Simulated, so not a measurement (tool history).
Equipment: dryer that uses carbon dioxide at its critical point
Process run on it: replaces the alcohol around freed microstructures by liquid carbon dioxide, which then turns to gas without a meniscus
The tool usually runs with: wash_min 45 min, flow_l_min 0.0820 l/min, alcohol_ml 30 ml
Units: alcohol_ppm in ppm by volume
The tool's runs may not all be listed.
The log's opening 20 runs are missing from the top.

| run | hour | wash_min | flow_l_min | alcohol_ml | alcohol_ppm |
|---|---|---|---|---|---|
| 21 | 221.3 | 46 | 0.1222 | 36 | 13 |
| 22 | 236.5 | 67 | 0.1222 | 77 | 9 |
| 23 | 244.7 | 33 | 0.0591 | 54 | 3880 |
| 24 | 252.0 | 33 | 0.0591 | 54 | 3942 |
|  | 264.6 | inlet filter changed |
| 25 | 266.9 | 33 | 0.0591 | 54 | 2709 |
| 26 | 278.4 | 43 | 0.0938 | 86 | 82 |
| 27 | 291.2 | 45 | 0.0820 | 30 | 58 |
| 28 | 298.3 | 28 | 0.0678 | 30 | 1630 |
| 29 | 307.8 | 28 | 0.0946 | 30 | 361 |
| 30 | 318.4 | 28 | 0.0946 | 30 | 363 |
| 31 | 330.9 | 45 | 0.0821 | 30 | 62 |
| 32 | 339.7 | 45 | 0.0536 | 30 | 701 |

The next listed run, before its measurement:
| 33 | 352.9 | 45 | 0.0572 | 45 | ? |

alcohol_ppm: 780 ppm by volume
If the tool had no hidden condition, the same run with the same run-to-run variation would have returned alcohol_ppm 730 ppm by volume.
